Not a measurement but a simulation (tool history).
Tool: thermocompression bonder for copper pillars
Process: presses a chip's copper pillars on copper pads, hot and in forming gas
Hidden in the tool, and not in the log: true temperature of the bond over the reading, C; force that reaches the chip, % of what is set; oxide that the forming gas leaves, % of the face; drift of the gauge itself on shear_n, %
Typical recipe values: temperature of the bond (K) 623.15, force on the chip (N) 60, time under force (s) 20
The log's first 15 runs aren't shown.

run   hour  temperature of the bond (K)  force on the chip (N)  time under force (s)  hours of work since the heater was calibrated  hours of work since the force cell was calibrated  hours of work since the gas filter was changed  force that shears a chip off (N)
     546.4  -- forming gas filter changed
 16  570.7                       623.15                     60                    20                                           1008                                               1461                                              16                              54.5
 17  592.9                       623.15                     60                    25                                           1022                                               1475                                              30                              60.9
 18  630.6                       623.15                     60                    25                                           1046                                               1499                                              54                              59.9
 19    677                       623.15                     60                    11                                           1076                                               1529                                              83                              43.3
 20  724.1                       623.15                     71                    20                                           1106                                               1559                                             113                              62.8
     733.5  -- forming gas filter changed
 21  758.4                       646.15                     39                    10                                           1127                                               1580                                              16                              35.3
 22  806.5                       645.15                     60                    22                                           1158                                               1611                                              47                              67.2
 23  843.6                       623.15                     71                    40                                           1182                                               1634                                              70                              78.2

Forecast run 24:
 24  877.8                       600.15                     60                    11                                           1203                                               1656                                              92                                 ?

Run 24 gave force that shears a chip off (N) 34.2.
Were there no unlogged condition in the tool, this run, its random variation unchanged, would have produced force that shears a chip off (N) 34.4.
